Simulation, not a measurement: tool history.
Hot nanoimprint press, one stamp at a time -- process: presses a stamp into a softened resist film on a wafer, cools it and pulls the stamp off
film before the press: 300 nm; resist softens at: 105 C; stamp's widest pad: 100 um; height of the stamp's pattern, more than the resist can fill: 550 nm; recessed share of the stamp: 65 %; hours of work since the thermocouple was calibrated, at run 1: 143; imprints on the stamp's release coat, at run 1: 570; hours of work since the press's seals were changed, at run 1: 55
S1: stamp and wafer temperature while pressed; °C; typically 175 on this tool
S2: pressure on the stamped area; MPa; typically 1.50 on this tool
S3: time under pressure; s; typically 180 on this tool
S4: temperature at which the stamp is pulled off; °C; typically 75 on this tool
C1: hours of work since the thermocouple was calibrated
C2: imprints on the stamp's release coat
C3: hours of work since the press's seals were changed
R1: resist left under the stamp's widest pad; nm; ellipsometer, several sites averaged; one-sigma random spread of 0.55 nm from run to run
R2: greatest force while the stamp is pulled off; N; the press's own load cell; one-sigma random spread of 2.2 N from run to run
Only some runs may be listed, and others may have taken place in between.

run,hour,S1,S2,S3,S4,C1,C2,C3,R1,R2
1,0.0,175,1.50,180,75,143,570,55,162.7,116
2,24.5,175,1.50,129,75,154,649,67,183.2,128
3,48.1,175,1.50,129,64,166,725,78,182.2,145
4,79.6,175,1.61,129,64,180,826,93,178.0,144
5,97.5,175,1.61,129,64,189,883,101,179.4,143
6,135.3,175,1.61,129,64,206,1005,119,179.5,151
7,164.4,175,1.61,129,71,220,1098,132,179.1,141
8,207.1,175,1.87,299,71,240,1235,152,125.4,140
# hour 252.8: stamp cleaned and given a new release coat
9,252.8,164,1.37,299,71,259,0,171,233.1,111

For run 10, what comes out?
10,293.3,164,1.37,299,71,278,130,190,?,?

For run 10 the tool returned R1 231.5 nm, R2 115 N.
Without the tool's hidden state the same run would have given R1 226.2 nm, R2 111 N.
